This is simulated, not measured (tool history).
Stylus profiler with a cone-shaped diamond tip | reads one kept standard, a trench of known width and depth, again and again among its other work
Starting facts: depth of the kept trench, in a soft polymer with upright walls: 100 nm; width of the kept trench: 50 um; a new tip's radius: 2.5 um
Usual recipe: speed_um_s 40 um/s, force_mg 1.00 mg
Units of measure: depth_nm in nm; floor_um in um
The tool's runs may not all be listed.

run	day	speed_um_s	force_mg	depth_nm	floor_um
1	0.000	40	1.00	100.71	48.40
2	1.208	40	1.00	100.72	48.45
3	2.417	40	1.00	100.70	48.41
4	3.567	40	1.00	100.74	48.35
5	4.617	40	1.00	100.73	48.38
6	5.271	40	1.00	100.66	48.39
7	6.129	40	1.00	100.73	48.29
8	6.933	50	1.00	100.72	48.30
9	7.625	50	1.00	100.72	48.33
10	8.758	29	1.00	100.67	48.35
11	9.712	29	1.00	100.73	48.36
12	10.804	40	2.00	101.13	48.36
13	11.988	40	2.00	101.08	48.36
14	13.212	40	2.00	101.05	48.35
15	14.362	40	1.00	100.68	48.23
16	15.354	40	1.00	100.69	48.33
17	16.512	40	0.74	100.54	48.24
18	17.512	40	0.74	100.50	48.21
19	18.208	40	0.74	100.56	48.24
20	19.279	40	0.74	100.40	48.16
21	19.858	40	0.79	100.54	48.16
22	20.700	40	0.79	100.54	48.18
23	21.788	40	0.58	100.44	48.21
24	22.567	40	0.58	100.37	48.22
25	23.425	22	1.00	100.74	48.29
26	24.638	16	0.40	100.30	48.22
27	25.175	90	1.03	100.59	48.03
28	25.979	13	2.35	101.16	48.25
29	27.200	10	0.52	100.32	48.24
30	28.429	10	0.52	100.34	48.22
31	29.138	81	1.92	101.04	48.13
32	29.833	113	0.80	100.52	47.87
33	31.050	28	1.48	100.72	48.19
34	32.221	37	0.53	100.38	48.08
35	33.083	27	0.69	100.26	48.21
36	34.008	14	1.88	100.95	48.20
37	34.892	26	0.44	100.24	48.03
38	36.050	11	1.15	100.64	48.21
39	36.967	15	0.40	100.22	48.11
40	37.750	26	2.14	101.02	48.18
41	38.583	40	0.52	100.27	48.06
42	39.608	17	0.76	100.45	48.10
43	40.233	83	1.97	100.89	47.92
44	40.833	66	0.44	100.18	47.85
45	41.496	66	0.44	100.24	47.79
46	42.288	48	1.38	100.62	48.00
47	43.396	48	1.38	100.61	47.99

Here are 3 independent what-if runs from the current tool condition. What would each one return?
A	44.058	18	1.85	?	?
B	44.058	91	0.71	?	?
C	44.058	48	1.35	?	?

run	depth_nm	floor_um
A	100.89	48.05
B	100.36	47.76
C	100.65	47.99
Without the tool's hidden state the same runs would have given:
run	depth_nm	floor_um
A	101.12	48.52
B	100.59	48.22
C	100.88	48.46
